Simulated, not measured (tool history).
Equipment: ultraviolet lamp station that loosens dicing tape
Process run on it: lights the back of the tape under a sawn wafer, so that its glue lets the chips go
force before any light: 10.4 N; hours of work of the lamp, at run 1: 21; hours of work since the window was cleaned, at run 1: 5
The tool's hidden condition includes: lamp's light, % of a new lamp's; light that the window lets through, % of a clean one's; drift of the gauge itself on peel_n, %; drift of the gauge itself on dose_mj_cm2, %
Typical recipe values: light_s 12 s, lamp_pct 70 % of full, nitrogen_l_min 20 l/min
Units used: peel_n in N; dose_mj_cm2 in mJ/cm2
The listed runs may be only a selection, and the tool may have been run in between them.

run,day,light_s,lamp_pct,nitrogen_l_min,hours of work of the lamp,hours of work since the window was cleaned,peel_n,dose_mj_cm2
1,0.000,12,70,20,21,5,0.487,177
2,0.312,12,70,20,26,10,0.499,176
3,0.562,12,70,20,30,15,0.500,176
4,0.933,12,70,20,36,21,0.508,173
5,1.325,12,70,20,42,27,0.527,174
6,1.700,12,70,20,49,33,0.524,169
7,1.996,7,70,20,54,38,1.797,99
8,2.300,7,70,20,59,43,1.831,98
9,2.579,7,70,20,63,48,1.793,98
# day 2.625: window cleaned of glue's vapour
10,2.896,7,70,20,68,4,1.827,97
11,3.225,12,70,29,73,10,0.491,169
12,3.421,8,81,27,77,13,0.917,131

Run 13, settings as shown, results not yet in. Your forecast:
13,3.733,18,60,6,82,18,?,?

{"run 13": {"peel_n": 0.641, "dose_mj_cm2": 213}}
With the hidden condition absent and the run-to-run variation left alone, this run would have shown peel_n 0.517 N, dose_mj_cm2 230 mJ/cm2.
